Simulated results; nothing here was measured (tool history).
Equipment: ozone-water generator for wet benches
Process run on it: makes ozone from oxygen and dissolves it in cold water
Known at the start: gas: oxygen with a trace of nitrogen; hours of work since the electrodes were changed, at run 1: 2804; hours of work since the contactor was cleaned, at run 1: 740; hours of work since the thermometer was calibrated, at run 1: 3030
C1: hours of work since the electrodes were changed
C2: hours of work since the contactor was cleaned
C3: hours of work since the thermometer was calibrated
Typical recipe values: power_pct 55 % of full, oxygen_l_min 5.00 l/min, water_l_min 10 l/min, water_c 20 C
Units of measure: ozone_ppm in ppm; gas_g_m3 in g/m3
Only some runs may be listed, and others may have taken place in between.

Run 1, hour 0.0: usual settings; C1 2804; C2 740; C3 3030. Result: ozone_ppm 14.1 ppm, gas_g_m3 122.0 g/m3.
Run 2, hour 90.8: usual settings; C1 2893; C2 830; C3 3119. Result: ozone_ppm 14.0 ppm, gas_g_m3 120.0 g/m3.
Run 3, hour 225.2: usual settings; C1 3026; C2 963; C3 3252. Result: ozone_ppm 13.9 ppm, gas_g_m3 121.9 g/m3.
Run 4, hour 364.3: usual settings; C1 3164; C2 1100; C3 3390. Result: ozone_ppm 13.5 ppm, gas_g_m3 121.1 g/m3.
Run 5, hour 560.3: usual settings; C1 3358; C2 1294; C3 3583. Result: ozone_ppm 13.4 ppm, gas_g_m3 118.9 g/m3.
Run 6, hour 761.8: usual settings; C1 3557; C2 1493; C3 3783. Result: ozone_ppm 13.4 ppm, gas_g_m3 119.9 g/m3.
Run 7, hour 845.3: usual settings; C1 3639; C2 1576; C3 3865. Result: ozone_ppm 13.2 ppm, gas_g_m3 120.0 g/m3.
Run 8, hour 1046.5: usual settings; C1 3838; C2 1775; C3 4064. Result: ozone_ppm 13.0 ppm, gas_g_m3 118.2 g/m3.
Run 9, hour 1152.0: usual settings; C1 3943; C2 1879; C3 4169. Result: ozone_ppm 13.0 ppm, gas_g_m3 118.2 g/m3.
Run 10, hour 1316.0: usual settings but power_pct 47 % of full; C1 4105; C2 2041; C3 4331. Result: ozone_ppm 11.4 ppm, gas_g_m3 102.8 g/m3.
Run 11, hour 1507.0: usual settings but power_pct 47 % of full; C1 4294; C2 2230; C3 4520. Result: ozone_ppm 11.3 ppm, gas_g_m3 104.3 g/m3.
Run 12, hour 1713.4: usual settings but power_pct 47 % of full; C1 4498; C2 2434; C3 4724. Result: ozone_ppm 11.1 ppm, gas_g_m3 102.9 g/m3.
Run 13, hour 1906.4: usual settings but power_pct 47 % of full; C1 4689; C2 2625; C3 4915. Result: ozone_ppm 11.1 ppm, gas_g_m3 103.7 g/m3.
Run 14, hour 2068.3: usual settings but power_pct 47 % of full; C1 4849; C2 2785; C3 5075. Result: ozone_ppm 10.9 ppm, gas_g_m3 101.1 g/m3.
Run 15, hour 2234.5: usual settings; C1 5013; C2 2950; C3 5239. Result: ozone_ppm 12.2 ppm, gas_g_m3 114.6 g/m3.
At hour 2264.3: water thermometer calibrated.
Run 16, hour 2372.1: usual settings; C1 5149; C2 3085; C3 107. Result: ozone_ppm 12.3 ppm, gas_g_m3 114.7 g/m3.
Run 17, hour 2501.2: usual settings but oxygen_l_min 2.99 l/min; C1 5276; C2 3213; C3 234. Result: ozone_ppm 11.6 ppm, gas_g_m3 138.0 g/m3.
Run 18, hour 2630.4: usual settings but oxygen_l_min 4.16 l/min, water_l_min 8 l/min; C1 5404; C2 3341; C3 362. Result: ozone_ppm 13.9 ppm, gas_g_m3 120.9 g/m3.
At hour 2706.9: electrodes of the discharge changed.
Run 19, hour 2734.2: usual settings but oxygen_l_min 4.16 l/min, water_l_min 14 l/min; C1 27; C2 3437; C3 459. Result: ozone_ppm 10.6 ppm, gas_g_m3 137.6 g/m3.
Run 20, hour 2854.5: usual settings but oxygen_l_min 4.16 l/min, water_l_min 14 l/min; C1 146; C2 3556; C3 578. Result: ozone_ppm 10.6 ppm, gas_g_m3 138.5 g/m3.
Run 21, hour 3044.8: usual settings but power_pct 81 % of full, oxygen_l_min 2.96 l/min, water_l_min 12 l/min, water_c 27 C; C1 334; C2 3744; C3 766. Result: ozone_ppm 14.2 ppm, gas_g_m3 218.6 g/m3.
At hour 3057.3: contactor cleaned.
Run 22, hour 3241.9: usual settings but power_pct 81 % of full, oxygen_l_min 2.96 l/min, water_l_min 12 l/min, water_c 27 C; C1 525; C2 183; C3 957. Result: ozone_ppm 15.6 ppm, gas_g_m3 215.6 g/m3.
Run 23, hour 3398.2: usual settings but power_pct 94 % of full, oxygen_l_min 3.92 l/min, water_l_min 8 l/min, water_c 16 C; C1 680; C2 337; C3 1111. Result: ozone_ppm 29.1 ppm, gas_g_m3 220.6 g/m3.
Run 24, hour 3526.2: usual settings but water_l_min 7 l/min, water_c 14 C; C1 806; C2 464; C3 1238. Result: ozone_ppm 20.5 ppm, gas_g_m3 128.3 g/m3.
Run 25, hour 3668.0: usual settings but oxygen_l_min 3.22 l/min, water_l_min 11 l/min, water_c 14 C; C1 946; C2 604; C3 1378. Result: ozone_ppm 14.3 ppm, gas_g_m3 147.9 g/m3.
Run 26, hour 3781.9: usual settings but water_l_min 12 l/min, water_c 21 C; C1 1059; C2 717; C3 1491. Result: ozone_ppm 12.6 ppm, gas_g_m3 126.5 g/m3.
Run 27, hour 3889.8: usual settings but power_pct 88 % of full, oxygen_l_min 4.79 l/min, water_l_min 15 l/min; C1 1166; C2 823; C3 1597. Result: ozone_ppm 16.1 ppm, gas_g_m3 192.8 g/m3.
Run 28, hour 3997.5: usual settings but power_pct 88 % of full, oxygen_l_min 6.60 l/min, water_l_min 9 l/min, water_c 19 C; C1 1272; C2 930; C3 1704. Result: ozone_ppm 22.8 ppm, gas_g_m3 167.9 g/m3.
Run 29, hour 4134.6: usual settings but power_pct 73 % of full, oxygen_l_min 3.97 l/min, water_l_min 9 l/min, water_c 19 C; C1 1408; C2 1065; C3 1839. Result: ozone_ppm 19.4 ppm, gas_g_m3 173.5 g/m3.
Run 30, hour 4295.4: usual settings but oxygen_l_min 5.10 l/min, water_l_min 7 l/min; C1 1567; C2 1224; C3 1998. Result: ozone_ppm 17.1 ppm, gas_g_m3 124.3 g/m3.
Run 31, hour 4462.3: usual settings but oxygen_l_min 3.50 l/min, water_l_min 6 l/min; C1 1732; C2 1389; C3 2163. Result: ozone_ppm 18.9 ppm, gas_g_m3 141.2 g/m3.
Run 32, hour 4580.0: usual settings but power_pct 53 % of full, oxygen_l_min 5.51 l/min, water_c 12 C; C1 1848; C2 1506; C3 2280. Result: ozone_ppm 15.6 ppm, gas_g_m3 117.7 g/m3.
Run 33, hour 4685.0: usual settings but power_pct 53 % of full, oxygen_l_min 5.51 l/min, water_l_min 11 l/min, water_c 19 C; C1 1952; C2 1609; C3 2384. Result: ozone_ppm 12.8 ppm, gas_g_m3 117.0 g/m3.

Hidden state at the last listed run before each entry between runs and at the first one after, where it differs:
Runs 15 to 16: water thermometer calibrated (hour 2264.3)
  yield of the discharge, % of new electrodes': 86.4 -> 86; contactor's efficiency, % of a clean one's: 87.1 -> 86.5; true water temperature over the reading, C: 1.1 -> 0.1
  the result without the hidden state subtracted from the measured one, ozone_ppm: -3.1 -> -2.9 ppm; gas_g_m3: -14.3 -> -14.8 g/m3
Runs 18 to 19: electrodes of the discharge changed (hour 2706.9)
  yield of the discharge, % of new electrodes': 85.3 -> 100.2; contactor's efficiency, % of a clean one's: 85.4 -> 85; true water temperature over the reading, C: 0.15 -> 0.17
  the result without the hidden state subtracted from the measured one, ozone_ppm: -3.5 -> -1.2 ppm; gas_g_m3: -16.5 -> +0.2 g/m3
Runs 21 to 22: contactor cleaned (hour 3057.3)
  yield of the discharge, % of new electrodes': 99.4 -> 98.9; contactor's efficiency, % of a clean one's: 83.7 -> 98.2; true water temperature over the reading, C: 0.23 -> 0.27
  the result without the hidden state subtracted from the measured one, ozone_ppm: -1.9 -> -0.4 ppm; gas_g_m3: -1.5 -> -2.7 g/m3
